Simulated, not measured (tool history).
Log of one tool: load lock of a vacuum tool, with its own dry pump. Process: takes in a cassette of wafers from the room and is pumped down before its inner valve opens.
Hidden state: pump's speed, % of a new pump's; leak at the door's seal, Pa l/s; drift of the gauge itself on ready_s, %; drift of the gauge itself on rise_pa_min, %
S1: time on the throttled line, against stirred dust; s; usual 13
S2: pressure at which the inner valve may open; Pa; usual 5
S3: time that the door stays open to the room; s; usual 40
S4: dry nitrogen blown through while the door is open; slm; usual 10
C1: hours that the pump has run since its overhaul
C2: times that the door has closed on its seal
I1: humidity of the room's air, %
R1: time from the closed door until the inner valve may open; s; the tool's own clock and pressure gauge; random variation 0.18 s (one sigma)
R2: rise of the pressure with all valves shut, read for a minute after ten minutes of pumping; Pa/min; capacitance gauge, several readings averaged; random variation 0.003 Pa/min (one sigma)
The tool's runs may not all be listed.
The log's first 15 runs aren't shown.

run	day	S1	S2	S3	S4	C1	C2	I1	R1	R2
16	142.467	25	5	40	10	6308	11526	44.7	37.6	0.281
17	149.075	13	5	62	10	6466	11840	46.2	28.4	0.301
18	163.329	13	5	62	10	6808	12515	47.2	28.8	0.315
19	170.567	13	5	62	6	6982	12859	43.0	29.0	0.340
20	184.767	13	7	47	10	7323	13532	45.1	28.3	0.353
21	193.358	8	8	89	9	7529	13939	46.0	23.8	0.384
22	205.367	24	6	155	4	7817	14509	44.4	36.7	0.468
23	216.908	24	6	155	4	8094	15056	45.3	36.9	0.481
24	224.233	24	6	155	4	8270	15403	46.8	36.6	0.506
25	235.758	13	6	166	18	8547	15950	47.9	28.9	0.457
26	248.542	12	5	40	10	8853	16556	50.2	28.4	0.452
27	262.479	12	5	40	10	9188	17217	43.6	28.4	0.490
28	272.354	13	9	40	12	9425	17685	45.6	28.2	0.501
29	278.908	13	9	40	12	9582	17996	44.7	28.2	0.529
30	292.692	21	5	57	10	9913	18649	47.7	35.6	0.559
31	303.138	21	5	65	10	10164	19145	44.0	35.1	0.588
# day 310.133: dry pump taken out, an overhauled one fitted
32	310.925	6	9	145	10	19	19502	43.7	21.1	0.626
33	320.571	25	5	91	10	250	19959	48.7	37.1	0.625
34	326.725	25	6	88	12	398	20251	46.8	36.6	0.631
35	333.100	8	4	40	10	551	20553	44.4	24.3	0.631
36	346.062	12	4	40	26	862	21168	42.6	27.7	0.631
37	357.254	12	4	40	26	1131	21699	46.8	27.4	0.662

3 ways to go on from here, each from the tool as it stands after run 37. What would each give?
A	371.638	8	4	35	26	1476	22381	46.1	?	?
B	371.638	10	4	93	26	1476	22381	42.8	?	?
C	371.638	24	5	40	10	1476	22381	46.4	?	?

run	R1	R2
A	24.9	0.704
B	26.3	0.708
C	36.2	0.716
Without the tool's hidden state the same runs would have given:
run	R1	R2
A	24.3	0.018
B	25.7	0.035
C	35.8	0.039
